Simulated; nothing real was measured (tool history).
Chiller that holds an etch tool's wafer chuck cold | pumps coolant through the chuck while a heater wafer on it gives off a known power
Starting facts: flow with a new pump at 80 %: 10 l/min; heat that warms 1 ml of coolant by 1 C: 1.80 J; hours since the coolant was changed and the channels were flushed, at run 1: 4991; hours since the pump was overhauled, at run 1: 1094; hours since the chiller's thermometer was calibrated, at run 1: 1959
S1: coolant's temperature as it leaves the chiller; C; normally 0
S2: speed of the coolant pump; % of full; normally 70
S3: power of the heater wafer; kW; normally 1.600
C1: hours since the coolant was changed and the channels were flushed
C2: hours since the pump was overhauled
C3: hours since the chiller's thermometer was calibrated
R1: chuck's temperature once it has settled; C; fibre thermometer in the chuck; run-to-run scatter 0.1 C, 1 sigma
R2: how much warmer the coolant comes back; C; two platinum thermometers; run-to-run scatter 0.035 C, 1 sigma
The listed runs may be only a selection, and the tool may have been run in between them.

run	hour	S1	S2	S3	C1	C2	C3	R1	R2
1	0.0	0	70	1.600	4991	1094	1959	17.6	6.18
2	36.1	3	70	1.600	5027	1131	1995	20.5	6.13
3	64.2	3	70	1.600	5055	1159	2023	20.6	6.15
4	93.4	3	70	1.600	5084	1188	2052	20.4	6.22
5	120.4	3	70	1.600	5111	1215	2079	20.6	6.21
6	147.3	3	70	1.600	5138	1242	2106	20.8	6.13
7	187.6	3	70	1.600	5178	1282	2147	20.6	6.20
8	209.3	0	70	1.465	5200	1304	2168	16.2	5.67
9	232.1	-2	61	1.600	5223	1327	2191	17.5	7.22
10	259.0	0	77	1.959	5250	1353	2218	20.4	6.91
11	289.2	-7	69	1.878	5280	1384	2248	13.9	7.43
12	330.6	-7	69	1.501	5321	1425	2290	9.9	5.88
13	363.0	-3	69	1.048	5354	1457	2322	9.1	4.13
14	403.4	-3	69	1.048	5394	1498	2362	8.9	4.14
15	433.8	-8	80	1.047	5424	1528	2393	2.7	3.61

Consider 4 possible next runs. They are alternatives, not a sequence: every one starts from the tool as it was left by run 15. What does each give?
A	471.0	6	96	1.047	5462	1565	2430	?	?
B	471.0	10	94	1.350	5462	1565	2430	?	?
C	471.0	0	70	0.883	5462	1565	2430	?	?
D	471.0	6	80	1.708	5462	1565	2430	?	?

run	R1	R2
A	16.0	2.93
B	22.7	3.85
C	10.0	3.47
D	23.7	5.77
Without the tool's unlogged condition, the same runs would have read:
run	R1	R2
A	14.3	2.87
B	20.6	3.78
C	8.3	3.40
D	20.9	5.66
